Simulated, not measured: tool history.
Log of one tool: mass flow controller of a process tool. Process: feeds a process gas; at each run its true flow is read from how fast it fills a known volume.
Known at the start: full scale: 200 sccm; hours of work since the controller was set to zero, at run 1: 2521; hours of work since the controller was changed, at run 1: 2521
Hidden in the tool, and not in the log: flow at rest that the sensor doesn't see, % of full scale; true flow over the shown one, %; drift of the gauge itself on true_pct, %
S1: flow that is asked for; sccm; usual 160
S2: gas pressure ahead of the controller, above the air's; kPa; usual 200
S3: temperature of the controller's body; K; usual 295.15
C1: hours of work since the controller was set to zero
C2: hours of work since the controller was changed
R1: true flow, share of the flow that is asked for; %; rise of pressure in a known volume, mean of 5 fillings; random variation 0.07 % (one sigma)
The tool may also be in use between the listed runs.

run,hour,S1,S2,S3,C1,C2,R1
1,0,160,200,295.15,2521,2521,99.26
2,182.5,160,200,295.15,2648,2648,99.35
3,455.2,160,200,295.15,2838,2838,99.46
4,761.6,60,200,295.15,3050,3050,98.04
5,1113.8,160,181,295.15,3295,3295,99.94
6,1450.7,160,200,308.15,3529,3529,100.46
7,1717.8,160,257,295.15,3715,3715,99.53
8,2062.7,160,257,295.15,3954,3954,99.78
9,2334,25,217,295.15,4143,4143,97.99
10,2521.1,186,243,295.15,4273,4273,100.49
11,2758.6,35,197,303.15,4438,4438,98.88

Forecast each of these 5 alternatives for the next run:
A,3006.2,53,243,302.15,4610,4610,?
B,3006.2,173,197,312.15,4610,4610,?
C,3006.2,79,154,297.15,4610,4610,?
D,3006.2,127,201,297.15,4610,4610,?
E,3006.2,160,153,295.15,4610,4610,?

run,R1
A,99.11
B,101.82
C,99.82
D,100.18
E,101.04
Without the tool's hidden state the same runs would have given:
run,R1
A,97.66
B,100.32
C,98.35
D,98.7
E,99.55
